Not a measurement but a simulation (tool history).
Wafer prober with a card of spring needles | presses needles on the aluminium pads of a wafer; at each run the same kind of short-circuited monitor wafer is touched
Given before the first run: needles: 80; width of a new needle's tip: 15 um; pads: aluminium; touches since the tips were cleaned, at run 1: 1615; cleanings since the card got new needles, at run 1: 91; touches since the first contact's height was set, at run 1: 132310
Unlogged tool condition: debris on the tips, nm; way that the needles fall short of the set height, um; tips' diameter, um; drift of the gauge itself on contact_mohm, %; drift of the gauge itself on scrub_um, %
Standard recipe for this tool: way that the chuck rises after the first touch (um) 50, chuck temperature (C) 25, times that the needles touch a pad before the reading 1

run,hour,way that the chuck rises after the first touch (um),chuck temperature (C),times that the needles touch a pad before the reading,touches since the tips were cleaned,cleanings since the card got new needles,touches since the first contact's height was set,resistance of one needle with its contact and lead (mohm),way that a needle slides on the pad (um)
1,0,50,25,1,1615,91,132310,170,5.9
# hour 9.4: tips cleaned on abrasive film
# hour 25: tips cleaned on abrasive film
2,34.9,50,25,1,5009,93,149748,187,5.89
# hour 38.1: tips cleaned on abrasive film
# hour 53.7: tips cleaned on abrasive film
# hour 66.2: tips cleaned on abrasive film
# hour 81.8: tips cleaned on abrasive film
# hour 82.1: height of the first contact set anew
# hour 97.7: tips cleaned on abrasive film
# hour 113.3: tips cleaned on abrasive film
3,114.8,50,25,1,766,99,16325,162,6.06
# hour 127.3: tips cleaned on abrasive film
# hour 142.9: tips cleaned on abrasive film
# hour 155.4: tips cleaned on abrasive film
4,158.8,50,25,1,1723,102,38275,169,6.04
# hour 168.2: tips cleaned on abrasive film
# hour 183.8: tips cleaned on abrasive film
# hour 199.4: tips cleaned on abrasive film
5,202.8,50,45,1,1703,105,60200,173,6.01
# hour 212.2: tips cleaned on abrasive film
# hour 224.7: tips cleaned on abrasive film
# hour 237.2: tips cleaned on abrasive film
6,248.3,50,45,1,5591,108,82908,190,5.99
# hour 251.5: tips cleaned on abrasive film
# hour 264: tips cleaned on abrasive film
# hour 279.6: tips cleaned on abrasive film
# hour 292.1: tips cleaned on abrasive film
# hour 307.7: tips cleaned on abrasive film
# hour 322.5: tips cleaned on abrasive film
7,322.5,50,45,1,0,114,119833,152,5.95
# hour 335: tips cleaned on abrasive film
# hour 350.6: tips cleaned on abrasive film
8,359.7,50,40,1,4563,116,138399,192,5.91
# hour 365.9: tips cleaned on abrasive film
# hour 381.5: tips cleaned on abrasive film
# hour 394: tips cleaned on abrasive film
# hour 409.6: tips cleaned on abrasive film
# hour 425.2: tips cleaned on abrasive film
9,426.3,50,40,1,548,121,171621,161,5.88
# hour 429.7: height of the first contact set anew
# hour 439.1: tips cleaned on abrasive film
# hour 454.7: tips cleaned on abrasive film
# hour 470.3: tips cleaned on abrasive film
# hour 485.9: tips cleaned on abrasive film
10,496.3,50,40,2,5212,125,33219,176,6.05
# hour 499.5: tips cleaned on abrasive film
# hour 512: tips cleaned on abrasive film
# hour 524.5: tips cleaned on abrasive film
# hour 540.1: tips cleaned on abrasive film
# hour 552.6: tips cleaned on abrasive film
# hour 568.2: tips cleaned on abrasive film
11,574.7,42,25,1,3299,131,72303,206,5.02
# hour 581: tips cleaned on abrasive film
# hour 596.6: tips cleaned on abrasive film
# hour 612.2: tips cleaned on abrasive film
# hour 624.7: tips cleaned on abrasive film
# hour 640.3: tips cleaned on abrasive film
12,651.4,50,25,1,5578,136,110549,190,5.96
# hour 654.6: tips cleaned on abrasive film
# hour 670.2: tips cleaned on abrasive film
# hour 682.7: tips cleaned on abrasive film
13,688.7,43,123,1,3016,139,129124,217,5.08
# hour 698.1: tips cleaned on abrasive film
# hour 713.7: tips cleaned on abrasive film
# hour 726.2: tips cleaned on abrasive film
14,730,43,123,1,1930,142,149726,205,5.05
# hour 739.4: tips cleaned on abrasive film
# hour 755: tips cleaned on abrasive film
# hour 767.5: tips cleaned on abrasive film
15,769.5,50,88,1,998,145,169394,175,5.88
# hour 779.1: height of the first contact set anew
# hour 782.3: tips cleaned on abrasive film
# hour 797.9: tips cleaned on abrasive film
16,805.4,50,88,1,3773,147,13109,193,6.04
# hour 811.7: tips cleaned on abrasive film
# hour 824.2: tips cleaned on abrasive film
# hour 839.8: tips cleaned on abrasive film
# hour 855.4: tips cleaned on abrasive film
# hour 871: tips cleaned on abrasive film
17,877,49,88,2,3044,152,48826,179,5.91
# hour 886.4: tips cleaned on abrasive film
# hour 898.9: tips cleaned on abrasive film
# hour 914.5: tips cleaned on abrasive film
# hour 930.1: tips cleaned on abrasive film
# hour 945.7: tips cleaned on abrasive film
# hour 960.4: tips cleaned on abrasive film
18,960.4,49,25,2,0,158,90372,146,5.85
# hour 976: tips cleaned on abrasive film
# hour 991.6: tips cleaned on abrasive film
# hour 1004.1: tips cleaned on abrasive film
# hour 1016.6: tips cleaned on abrasive film
# hour 1029.1: tips cleaned on abrasive film
19,1033.6,49,25,2,2260,163,126862,171,5.81
# hour 1043: tips cleaned on abrasive film
# hour 1058.5: tips cleaned on abrasive film
# hour 1071: tips cleaned on abrasive film
# hour 1086.6: tips cleaned on abrasive film
# hour 1102.2: tips cleaned on abrasive film
20,1109.5,67,38,2,3634,168,164726,155,7.97
# hour 1115.8: tips cleaned on abrasive film
# hour 1128.3: tips cleaned on abrasive film
# hour 1128.6: height of the first contact set anew
# hour 1141.1: tips cleaned on abrasive film
# hour 1156.6: tips cleaned on abrasive film
# hour 1172.2: tips cleaned on abrasive film
21,1176.4,36,37,1,2071,173,23854,223,4.37
# hour 1185.8: tips cleaned on abrasive film
# hour 1201.4: tips cleaned on abrasive film
# hour 1213.9: tips cleaned on abrasive film
# hour 1229.4: tips cleaned on abrasive film
# hour 1245: tips cleaned on abrasive film
22,1249,36,37,1,2006,178,60090,218,4.3
# hour 1258.4: tips cleaned on abrasive film
# hour 1274: tips cleaned on abrasive film
# hour 1286.5: tips cleaned on abrasive film
# hour 1299: tips cleaned on abrasive film
23,1311,68,37,1,6028,182,91011,168,8.15
# hour 1314.2: tips cleaned on abrasive film
# hour 1329.8: tips cleaned on abrasive film
# hour 1345.4: tips cleaned on abrasive film
24,1352,68,37,1,3321,185,111448,165,8.15

What if the next run were any one of these 4? Each begins from the tool's condition after run 24:
# hour 1358.3: tips cleaned on abrasive film
# hour 1370.8: tips cleaned on abrasive film
# hour 1386.4: tips cleaned on abrasive film
# hour 1398.9: tips cleaned on abrasive film
# hour 1414.5: tips cleaned on abrasive film
# hour 1427: tips cleaned on abrasive film
A,1434.8,68,37,3,3925,191,152721,?,?
# hour 1358.3: tips cleaned on abrasive film
# hour 1370.8: tips cleaned on abrasive film
# hour 1386.4: tips cleaned on abrasive film
# hour 1398.9: tips cleaned on abrasive film
# hour 1414.5: tips cleaned on abrasive film
# hour 1427: tips cleaned on abrasive film
B,1434.8,36,79,2,3925,191,152721,?,?
# hour 1358.3: tips cleaned on abrasive film
# hour 1370.8: tips cleaned on abrasive film
# hour 1386.4: tips cleaned on abrasive film
# hour 1398.9: tips cleaned on abrasive film
# hour 1414.5: tips cleaned on abrasive film
# hour 1427: tips cleaned on abrasive film
C,1434.8,68,25,1,3925,191,152721,?,?
# hour 1358.3: tips cleaned on abrasive film
# hour 1370.8: tips cleaned on abrasive film
# hour 1386.4: tips cleaned on abrasive film
# hour 1398.9: tips cleaned on abrasive film
# hour 1414.5: tips cleaned on abrasive film
# hour 1427: tips cleaned on abrasive film
D,1434.8,31,61,1,3925,191,152721,?,?

run,resistance of one needle with its contact and lead (mohm),way that a needle slides on the pad (um)
A,149,8.08
B,222,4.23
C,164,8.11
D,291,3.61
Had the tool no hidden state, the same runs would have come out as:
run,resistance of one needle with its contact and lead (mohm),way that a needle slides on the pad (um)
A,135,8.24
B,160,4.39
C,133,8.27
D,162,3.76

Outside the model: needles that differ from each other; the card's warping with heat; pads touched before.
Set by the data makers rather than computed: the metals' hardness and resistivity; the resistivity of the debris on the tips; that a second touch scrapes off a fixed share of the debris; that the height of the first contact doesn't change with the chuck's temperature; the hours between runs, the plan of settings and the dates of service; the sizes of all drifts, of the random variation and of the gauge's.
